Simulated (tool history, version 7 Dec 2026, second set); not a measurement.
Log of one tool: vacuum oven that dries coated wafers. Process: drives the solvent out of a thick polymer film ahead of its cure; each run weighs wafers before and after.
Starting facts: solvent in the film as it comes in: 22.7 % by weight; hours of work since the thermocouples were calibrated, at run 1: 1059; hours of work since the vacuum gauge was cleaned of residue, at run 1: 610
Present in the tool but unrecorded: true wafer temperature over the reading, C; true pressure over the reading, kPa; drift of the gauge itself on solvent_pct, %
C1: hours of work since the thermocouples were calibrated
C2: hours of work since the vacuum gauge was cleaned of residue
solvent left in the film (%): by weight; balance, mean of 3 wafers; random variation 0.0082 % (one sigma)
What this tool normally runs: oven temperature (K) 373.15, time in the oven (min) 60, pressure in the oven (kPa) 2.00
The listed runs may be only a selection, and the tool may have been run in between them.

{"run": 1, "day": 0.0, "oven temperature (K)": 373.15, "time in the oven (min)": 60, "pressure in the oven (kPa)": 2.0, "C1": 1059, "C2": 610, "solvent left in the film (%)": 1.657}
{"run": 2, "day": 2.733, "oven temperature (K)": 373.15, "time in the oven (min)": 60, "pressure in the oven (kPa)": 2.0, "C1": 1093, "C2": 644, "solvent left in the film (%)": 1.655}
{"run": 3, "day": 5.508, "oven temperature (K)": 373.15, "time in the oven (min)": 60, "pressure in the oven (kPa)": 2.0, "C1": 1127, "C2": 679, "solvent left in the film (%)": 1.632}
{"day": 6.879, "done": "oven's thermocouples calibrated"}
{"run": 4, "day": 8.479, "oven temperature (K)": 363.15, "time in the oven (min)": 60, "pressure in the oven (kPa)": 2.0, "C1": 20, "C2": 714, "solvent left in the film (%)": 3.797}
{"run": 5, "day": 9.954, "oven temperature (K)": 362.15, "time in the oven (min)": 60, "pressure in the oven (kPa)": 2.0, "C1": 38, "C2": 733, "solvent left in the film (%)": 4.05}
{"run": 6, "day": 12.162, "oven temperature (K)": 362.15, "time in the oven (min)": 60, "pressure in the oven (kPa)": 2.0, "C1": 65, "C2": 760, "solvent left in the film (%)": 4.034}
{"run": 7, "day": 15.171, "oven temperature (K)": 373.15, "time in the oven (min)": 92, "pressure in the oven (kPa)": 2.0, "C1": 103, "C2": 797, "solvent left in the film (%)": 1.408}
{"run": 8, "day": 16.617, "oven temperature (K)": 373.15, "time in the oven (min)": 60, "pressure in the oven (kPa)": 2.0, "C1": 121, "C2": 815, "solvent left in the film (%)": 1.966}
{"run": 9, "day": 18.358, "oven temperature (K)": 379.15, "time in the oven (min)": 60, "pressure in the oven (kPa)": 2.0, "C1": 142, "C2": 837, "solvent left in the film (%)": 1.338}
{"run": 10, "day": 21.538, "oven temperature (K)": 379.15, "time in the oven (min)": 60, "pressure in the oven (kPa)": 2.0, "C1": 182, "C2": 876, "solvent left in the film (%)": 1.335}
{"run": 11, "day": 23.508, "oven temperature (K)": 373.15, "time in the oven (min)": 67, "pressure in the oven (kPa)": 2.0, "C1": 206, "C2": 901, "solvent left in the film (%)": 1.744}
{"run": 12, "day": 26.754, "oven temperature (K)": 373.15, "time in the oven (min)": 60, "pressure in the oven (kPa)": 2.0, "C1": 247, "C2": 941, "solvent left in the film (%)": 1.946}
{"run": 13, "day": 29.971, "oven temperature (K)": 373.15, "time in the oven (min)": 60, "pressure in the oven (kPa)": 2.0, "C1": 286, "C2": 981, "solvent left in the film (%)": 1.943}
{"run": 14, "day": 32.967, "oven temperature (K)": 373.15, "time in the oven (min)": 60, "pressure in the oven (kPa)": 2.0, "C1": 324, "C2": 1018, "solvent left in the film (%)": 1.927}
{"run": 15, "day": 36.108, "oven temperature (K)": 373.15, "time in the oven (min)": 60, "pressure in the oven (kPa)": 2.0, "C1": 363, "C2": 1057, "solvent left in the film (%)": 1.923}
{"run": 16, "day": 38.304, "oven temperature (K)": 373.15, "time in the oven (min)": 60, "pressure in the oven (kPa)": 2.0, "C1": 390, "C2": 1084, "solvent left in the film (%)": 1.918}
{"day": 38.604, "done": "vacuum gauge cleaned of residue and calibrated"}
{"run": 17, "day": 40.408, "oven temperature (K)": 373.15, "time in the oven (min)": 60, "pressure in the oven (kPa)": 2.0, "C1": 415, "C2": 22, "solvent left in the film (%)": 1.939}
{"run": 18, "day": 43.942, "oven temperature (K)": 373.15, "time in the oven (min)": 47, "pressure in the oven (kPa)": 2.0, "C1": 459, "C2": 66, "solvent left in the film (%)": 2.581}
{"run": 19, "day": 46.083, "oven temperature (K)": 373.15, "time in the oven (min)": 60, "pressure in the oven (kPa)": 6.3, "C1": 485, "C2": 93, "solvent left in the film (%)": 4.437}
{"run": 20, "day": 48.225, "oven temperature (K)": 373.15, "time in the oven (min)": 60, "pressure in the oven (kPa)": 2.0, "C1": 512, "C2": 119, "solvent left in the film (%)": 1.937}
{"run": 21, "day": 49.65, "oven temperature (K)": 373.15, "time in the oven (min)": 60, "pressure in the oven (kPa)": 2.0, "C1": 530, "C2": 137, "solvent left in the film (%)": 1.919}
{"day": 52.333, "done": "vacuum gauge cleaned of residue and calibrated, once more"}
{"run": 22, "day": 53.121, "oven temperature (K)": 373.15, "time in the oven (min)": 60, "pressure in the oven (kPa)": 2.0, "C1": 572, "C2": 10, "solvent left in the film (%)": 1.787}
{"run": 23, "day": 56.088, "oven temperature (K)": 373.15, "time in the oven (min)": 60, "pressure in the oven (kPa)": 2.0, "C1": 609, "C2": 47, "solvent left in the film (%)": 1.77}
{"run": 24, "day": 57.675, "oven temperature (K)": 373.15, "time in the oven (min)": 60, "pressure in the oven (kPa)": 2.0, "C1": 628, "C2": 66, "solvent left in the film (%)": 1.785}
{"run": 25, "day": 60.6, "oven temperature (K)": 376.15, "time in the oven (min)": 62, "pressure in the oven (kPa)": 5.76, "C1": 665, "C2": 103, "solvent left in the film (%)": 3.355}
{"run": 26, "day": 63.246, "oven temperature (K)": 376.15, "time in the oven (min)": 53, "pressure in the oven (kPa)": 5.76, "C1": 698, "C2": 135, "solvent left in the film (%)": 3.609}
{"run": 27, "day": 65.317, "oven temperature (K)": 376.15, "time in the oven (min)": 53, "pressure in the oven (kPa)": 5.76, "C1": 723, "C2": 161, "solvent left in the film (%)": 3.595}
{"run": 28, "day": 68.067, "oven temperature (K)": 366.15, "time in the oven (min)": 31, "pressure in the oven (kPa)": 2.0, "C1": 757, "C2": 195, "solvent left in the film (%)": 5.972}
{"run": 29, "day": 70.554, "oven temperature (K)": 375.15, "time in the oven (min)": 93, "pressure in the oven (kPa)": 6.39, "C1": 788, "C2": 226, "solvent left in the film (%)": 3.551}
{"run": 30, "day": 73.925, "oven temperature (K)": 375.15, "time in the oven (min)": 93, "pressure in the oven (kPa)": 6.39, "C1": 830, "C2": 268, "solvent left in the film (%)": 3.52}
{"run": 31, "day": 76.896, "oven temperature (K)": 378.15, "time in the oven (min)": 32, "pressure in the oven (kPa)": 6.39, "C1": 867, "C2": 305, "solvent left in the film (%)": 4.843}

Run 32 is up next; what results do you expect?
{"run": 32, "day": 80.388, "oven temperature (K)": 378.15, "time in the oven (min)": 48, "pressure in the oven (kPa)": 1.38, "C1": 910, "C2": 348, "solvent left in the film (%)": "?"}

Run 32 gave solvent left in the film (%) 1.311.
If the tool had no hidden condition, the same run with the same run-to-run variation would have returned solvent left in the film (%) 1.458.
